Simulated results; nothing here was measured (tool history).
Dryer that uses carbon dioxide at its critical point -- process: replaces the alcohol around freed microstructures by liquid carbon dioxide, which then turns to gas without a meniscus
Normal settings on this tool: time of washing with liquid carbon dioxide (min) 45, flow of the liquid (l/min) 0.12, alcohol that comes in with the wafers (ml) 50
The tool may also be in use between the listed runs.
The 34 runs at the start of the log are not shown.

run,hour,time of washing with liquid carbon dioxide (min),flow of the liquid (l/min),alcohol that comes in with the wafers (ml),hours of work since the filter was changed,hours of work since the purifier's bed was changed,alcohol left in the vessel before it's heated (ppm by volume)
35,1732.5,51,0.184,30,462,1190,175
36,1782.4,51,0.183,50,492,1220,261
37,1817,69,0.073,71,514,1242,2807
# hour 1854: inlet filter changed
38,1875.3,52,0.175,63,13,1277,222
39,1932,45,0.12,51,48,1311,1241
40,1974.3,45,0.12,51,74,1337,1289
41,2038.3,45,0.12,51,113,1376,1364
42,2068.2,45,0.153,21,131,1395,312
# hour 2111.1: purifier's bed changed
43,2135,44,0.081,30,170,15,2552
44,2167.6,67,0.203,101,190,35,21
45,2201.2,53,0.105,25,211,55,575

Each row is a separate what-if for the run after 45, all from the same tool condition, not one after another. Results?
A,2240.2,65,0.199,50,235,79,?
B,2240.2,51,0.15,43,235,79,?
C,2240.2,53,0.105,22,235,79,?
D,2240.2,55,0.087,34,235,79,?
E,2240.2,53,0.123,25,235,79,?

run,alcohol left in the vessel before it's heated (ppm by volume)
A,23
B,270
C,516
D,1265
E,326
What these runs would have given with no unlogged condition in the tool:
run,alcohol left in the vessel before it's heated (ppm by volume)
A,11
B,202
C,418
D,1062
E,254
